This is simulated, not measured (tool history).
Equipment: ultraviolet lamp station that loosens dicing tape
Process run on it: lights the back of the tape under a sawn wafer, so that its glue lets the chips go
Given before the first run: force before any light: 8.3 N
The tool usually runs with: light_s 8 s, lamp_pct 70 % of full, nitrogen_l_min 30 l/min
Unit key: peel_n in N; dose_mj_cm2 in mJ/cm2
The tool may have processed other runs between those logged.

run,hour,light_s,lamp_pct,nitrogen_l_min,peel_n,dose_mj_cm2
1,0.0,8,70,30,0.393,507
2,68.0,8,70,20,0.618,507
3,122.6,8,70,20,0.615,507
4,168.0,8,70,20,0.622,509
5,236.8,8,70,20,0.611,509
# hour 248.0: lamp changed
6,303.8,6,70,30,0.819,379
7,342.2,8,70,30,0.404,511
8,414.2,8,70,30,0.406,506
# hour 425.4: window cleaned of glue's vapour
9,472.3,8,70,30,0.414,506
10,509.0,8,70,30,0.410,509
11,560.4,8,70,30,0.406,508
12,618.9,8,70,30,0.411,508
13,698.1,5,70,30,1.177,313
14,748.7,5,70,30,1.131,317
15,818.0,5,70,30,1.198,318
16,867.2,5,70,30,1.220,314
17,917.2,5,70,19,1.621,317
# hour 935.6: window cleaned of glue's vapour
18,979.2,8,84,9,0.850,606
19,1014.8,8,84,9,0.885,604
20,1049.6,8,84,9,0.857,609
21,1126.6,8,84,9,0.830,612
22,1192.6,6,84,45,0.355,458
23,1239.4,6,84,45,0.352,459
24,1312.6,4,75,17,2.135,271
25,1365.9,4,75,17,2.079,271
26,1410.4,4,75,17,2.163,271
# hour 1445.6: window cleaned of glue's vapour
27,1453.7,8,67,57,0.251,481

Predict the results of run 28:
28,1503.2,8,93,57,?,?

peel_n: 0.117 N
dose_mj_cm2: 681 mJ/cm2
Were there no unlogged condition in the tool, this run, its random variation unchanged, would have produced peel_n 0.116 N, dose_mj_cm2 682 mJ/cm2.
